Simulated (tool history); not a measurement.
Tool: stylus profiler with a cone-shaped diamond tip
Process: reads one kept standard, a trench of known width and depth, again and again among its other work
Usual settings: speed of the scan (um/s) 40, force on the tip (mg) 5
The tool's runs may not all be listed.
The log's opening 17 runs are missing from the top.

run   hour  speed of the scan (um/s)  force on the tip (mg)  depth of the trench (angstrom)  width of the trench's floor (nm)
 18  265.6                        34                   6.28                          5132.4                             26850
 19  279.4                        10                   7.99                          5154.3                             26910
 20  287.7                        43                   2.28                          5068.6                             26740
 21  302.7                       133                   6.39                          5134.6                             26650
 22  312.6                        10                   2.76                          5077.9                             26890
 23  330.8                       104                   6.99                          5142.4                             26740
 24  350.8                       104                   6.99                          5142.6                             26750
 25  365.2                        45                   4.71                          5110.1                             26760
 26  379.7                        14                      5                            5114                             26850
 27  388.5                        19                      5                          5114.8                             26810
 28  399.1                        19                      5                          5115.3                             26830
 29  415.3                        17                  10.75                            5189                             26830
 30  431.9                        60                    4.8                          5112.2                             26740
 31  450.3                        12                    8.9                          5167.8                             26800
 32  470.5                        19                   5.01                          5114.3                             26830
 33  489.6                       150                   7.83                          5154.3                             26550
 34  500.3                        21                    3.5                          5091.5                             26740

Consider 5 possible next runs. They are alternatives, not a sequence: every one starts from the tool as it was left by run 34. What does each give?
  A  510.7                       142                  12.39                               ?                                 ?
  B  510.7                        21                   2.34                               ?                                 ?
  C  510.7                        40                   2.47                               ?                                 ?
  D  510.7                        12                      5                               ?                                 ?
  E  510.7                        40                   8.01                               ?                                 ?

run  depth of the trench (angstrom)  width of the trench's floor (nm)
  A                            5207                             26640
  B                          5070.2                             26750
  C                          5072.5                             26680
  D                          5116.3                             26760
  E                          5155.8                             26760
Without the tool's hidden state the same runs would have given:
run  depth of the trench (angstrom)  width of the trench's floor (nm)
  A                          5203.1                             27150
  B                          5066.4                             27260
  C                          5068.7                             27190
  D                          5112.5                             27270
  E                            5152                             27270

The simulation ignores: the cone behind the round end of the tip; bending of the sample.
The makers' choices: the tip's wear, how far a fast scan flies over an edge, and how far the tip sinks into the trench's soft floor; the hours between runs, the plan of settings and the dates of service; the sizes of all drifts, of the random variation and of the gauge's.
